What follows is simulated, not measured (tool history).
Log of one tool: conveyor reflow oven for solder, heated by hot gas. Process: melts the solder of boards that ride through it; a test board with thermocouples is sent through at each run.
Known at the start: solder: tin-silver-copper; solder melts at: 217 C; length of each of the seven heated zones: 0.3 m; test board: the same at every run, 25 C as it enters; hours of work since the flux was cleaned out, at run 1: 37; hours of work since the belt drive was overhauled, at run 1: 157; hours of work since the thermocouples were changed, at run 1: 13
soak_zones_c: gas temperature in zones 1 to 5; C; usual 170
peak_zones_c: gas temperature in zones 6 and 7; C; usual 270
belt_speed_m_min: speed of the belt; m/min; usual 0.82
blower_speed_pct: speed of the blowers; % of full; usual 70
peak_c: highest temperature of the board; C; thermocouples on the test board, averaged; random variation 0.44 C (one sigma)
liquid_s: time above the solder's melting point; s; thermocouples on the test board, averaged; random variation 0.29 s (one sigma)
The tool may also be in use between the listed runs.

run,hour,soak_zones_c,peak_zones_c,belt_speed_m_min,blower_speed_pct,hours of work since the flux was cleaned out,hours of work since the belt drive was overhauled,hours of work since the thermocouples were changed,peak_c,liquid_s
1,0,170,270,0.82,70,37,157,13,248.6,30.4
2,5.5,170,267,0.82,70,40,160,17,246.2,28.9
3,12.1,161,270,0.82,70,43,164,20,246.4,27.8
4,21.8,161,270,0.82,70,49,170,26,246.8,27.1
5,26.5,161,270,0.82,70,51,172,28,247.1,27.4
6,31.6,161,270,0.82,70,54,175,31,247.2,27.1
7,37.9,179,270,0.82,70,58,178,35,251,32.9
8,44.6,170,270,0.82,70,61,182,38,248.9,29.5
9,48.8,170,270,0.82,70,64,185,41,248.4,29.8
10,57.8,170,270,0.82,70,69,190,46,248.3,30
11,63.4,170,272,0.82,70,72,193,49,250.2,31
12,70.3,170,272,0.82,70,76,197,53,249.6,30.9
13,74.8,170,272,0.82,64,78,199,55,247.7,29.3
14,79.8,170,272,0.82,64,81,202,58,247.8,28.8
15,87.7,170,272,0.82,64,85,206,62,247.1,29.1
16,97,170,270,0.766,70,91,211,67,251.3,32.9
17,105.9,170,270,0.766,70,96,216,72,250.2,34.1
18,113.9,167,270,0.793,70,100,221,77,248.5,30.3
19,120.1,161,272,0.774,80,103,224,80,254.2,32.9
20,126.7,161,268,0.774,80,107,228,84,250.7,32.2
21,134.4,181,265,0.774,80,111,232,88,251.3,36.3
22,141.1,167,273,0.866,58,115,236,92,242.6,23.6
23,145.2,177,270,0.82,53,117,238,94,242.5,26.8
24,152.5,169,273,0.82,72,121,242,98,250.9,31.2
25,157.4,184,272,0.766,62,124,245,101,253.5,37.1
26,163.9,161,269,0.813,63,128,249,105,243.1,25
27,173,182,270,0.82,66,133,254,110,250,33.4
28,177.3,182,270,0.82,67,135,256,112,250.4,32.8
29,182.3,182,270,0.727,67,138,259,115,253.5,39.8
30,191.5,182,270,0.727,67,143,264,120,254.3,39.8
31,200.9,167,270,0.82,70,148,269,125,247.9,28.9

Some steps in peak_c between neighbouring runs. How much of each would the tool show without its hidden state too (settings, what came in, random variation), and how much is left for the hidden state, with any gauge scatter that isn't in both results?
The hidden state here: heat that the gas passes to the board, % of a clean oven's; belt's true speed, % of the reading; true gas temperature in zones 6 and 7 over the reading, C; drift of the gauge itself on peak_c, C; drift of the gauge itself on liquid_s, %.
Run 21 -> 22: soak_zones_c 181 -> 167, peak_zones_c 265 -> 273, belt_speed_m_min 0.774 -> 0.866, blower_speed_pct 80 -> 58. peak_c -8.7 C: hidden state -0.2, all else -8.5.
Run 22 -> 23: soak_zones_c 167 -> 177, peak_zones_c 273 -> 270, belt_speed_m_min 0.866 -> 0.82, blower_speed_pct 58 -> 53. peak_c -0.1 C: hidden state +0.3, all else -0.4.
Run 23 -> 24: soak_zones_c 177 -> 169, peak_zones_c 270 -> 273, blower_speed_pct 53 -> 72. peak_c +8.4 C: hidden state -0.4, all else +8.8.
Run 25 -> 26: soak_zones_c 184 -> 161, peak_zones_c 272 -> 269, belt_speed_m_min 0.766 -> 0.813, blower_speed_pct 62 -> 63. peak_c -10.4 C: hidden state -0.3, all else -10.1.
Run 30 -> 31: soak_zones_c 182 -> 167, belt_speed_m_min 0.727 -> 0.82, blower_speed_pct 67 -> 70. peak_c -6.4 C: hidden state -0.4, all else -6.
